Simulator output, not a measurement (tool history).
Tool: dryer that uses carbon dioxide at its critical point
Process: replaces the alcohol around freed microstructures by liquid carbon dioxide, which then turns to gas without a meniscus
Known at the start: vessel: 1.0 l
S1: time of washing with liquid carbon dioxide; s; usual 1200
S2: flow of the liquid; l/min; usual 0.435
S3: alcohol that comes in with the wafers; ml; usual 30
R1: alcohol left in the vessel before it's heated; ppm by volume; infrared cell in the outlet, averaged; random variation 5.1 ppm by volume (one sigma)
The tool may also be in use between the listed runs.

| run | hour | S1 | S2 | S3 | R1 |
|---|---|---|---|---|---|
| 1 | 0 | 1200 | 0.435 | 30 | 91 |
| 2 | 13.1 | 1200 | 0.435 | 30 | 97 |
| 3 | 21.5 | 1200 | 0.435 | 30 | 93 |
| 4 | 27.5 | 1200 | 0.435 | 30 | 99 |
| 5 | 37.5 | 1200 | 0.435 | 30 | 84 |
| 6 | 49 | 1200 | 0.435 | 116 | 291 |
| 7 | 62 | 1200 | 0.435 | 116 | 294 |
| 8 | 68.1 | 1200 | 0.435 | 30 | 104 |
| 9 | 73.7 | 1200 | 0.435 | 30 | 106 |
| 10 | 85.8 | 1200 | 0.435 | 30 | 101 |
| 11 | 99.1 | 1200 | 0.435 | 30 | 109 |
| 12 | 108.4 | 1200 | 0.435 | 30 | 109 |
| 13 | 120.2 | 1200 | 0.435 | 30 | 111 |
| 14 | 129 | 1260 | 0.435 | 30 | 90 |
| 15 | 134.8 | 1260 | 0.435 | 30 | 92 |
| 16 | 142.7 | 1260 | 0.435 | 30 | 83 |
| 17 | 151.8 | 1260 | 0.435 | 30 | 89 |
| 18 | 159.3 | 1260 | 0.435 | 30 | 91 |
| 19 | 172 | 1260 | 0.435 | 30 | 99 |
| 20 | 181.4 | 1200 | 0.435 | 53 | 170 |
| 21 | 190.2 | 1200 | 0.435 | 90 | 244 |
| 22 | 197 | 1200 | 0.435 | 90 | 262 |
| 23 | 205.9 | 900 | 0.435 | 30 | 363 |
| 24 | 217.8 | 1200 | 0.688 | 63 | 52 |
| 25 | 223.5 | 1200 | 0.435 | 48 | 167 |
| 26 | 229.8 | 780 | 0.606 | 105 | 476 |
| 27 | 237.8 | 1200 | 0.634 | 30 | 43 |
| 28 | 247.6 | 1440 | 0.651 | 30 | 47 |
| 29 | 259.3 | 1440 | 0.651 | 30 | 51 |
| 30 | 264.9 | 1200 | 0.415 | 28 | 137 |
| 31 | 273.2 | 1200 | 0.415 | 28 | 144 |
| 32 | 282.9 | 1320 | 0.405 | 117 | 310 |
| 33 | 289.3 | 1560 | 0.435 | 30 | 66 |
| 34 | 295 | 1560 | 0.435 | 30 | 58 |
| 35 | 307.3 | 720 | 0.354 | 30 | 1697 |
| 36 | 315.6 | 960 | 0.354 | 44 | 1012 |
| 37 | 322.2 | 960 | 0.354 | 44 | 998 |
| 38 | 328.8 | 1500 | 0.281 | 32 | 333 |
| 39 | 334.9 | 1500 | 0.281 | 32 | 331 |
| 40 | 347.2 | 1020 | 0.435 | 36 | 274 |
| 41 | 355.6 | 1500 | 0.435 | 36 | 77 |
| 42 | 366.9 | 1440 | 0.325 | 32 | 220 |
| 43 | 375 | 1440 | 0.325 | 32 | 210 |
| 44 | 384.3 | 1440 | 0.325 | 32 | 232 |
| 45 | 397.5 | 1200 | 0.325 | 45 | 618 |
| 46 | 407.8 | 1200 | 0.683 | 30 | 66 |

Measured less the same run without the tool's hidden state. The same run-to-run variation is in both; the gauge's scatter may not be:
The hidden state here: flow that reaches the vessel past the clogged filter, %; alcohol in the recycled carbon dioxide, ppm; drift of the gauge itself on alcohol_ppm, %.
| run | R1 |
|---|---|
| 1 | +38 |
| 2 | +39 |
| 3 | +39 |
| 4 | +40 |
| 5 | +41 |
| 6 | +89 |
| 7 | +91 |
| 8 | +45 |
| 9 | +48 |
| 10 | +47 |
| 11 | +50 |
| 12 | +51 |
| 13 | +54 |
| 14 | +49 |
| 15 | +49 |
| 16 | +49 |
| 17 | +51 |
| 18 | +52 |
| 19 | +54 |
| 20 | +75 |
| 21 | +97 |
| 22 | +104 |
| 23 | +114 |
| 24 | +42 |
| 25 | +82 |
| 26 | +166 |
| 27 | +43 |
| 28 | +44 |
| 29 | +45 |
| 30 | +73 |
| 31 | +75 |
| 32 | +134 |
| 33 | +52 |
| 34 | +53 |
| 35 | +347 |
| 36 | +277 |
| 37 | +276 |
| 38 | +130 |
| 39 | +130 |
| 40 | +121 |
| 41 | +61 |
| 42 | +105 |
| 43 | +106 |
| 44 | +111 |
| 45 | +219 |
| 46 | +59 |
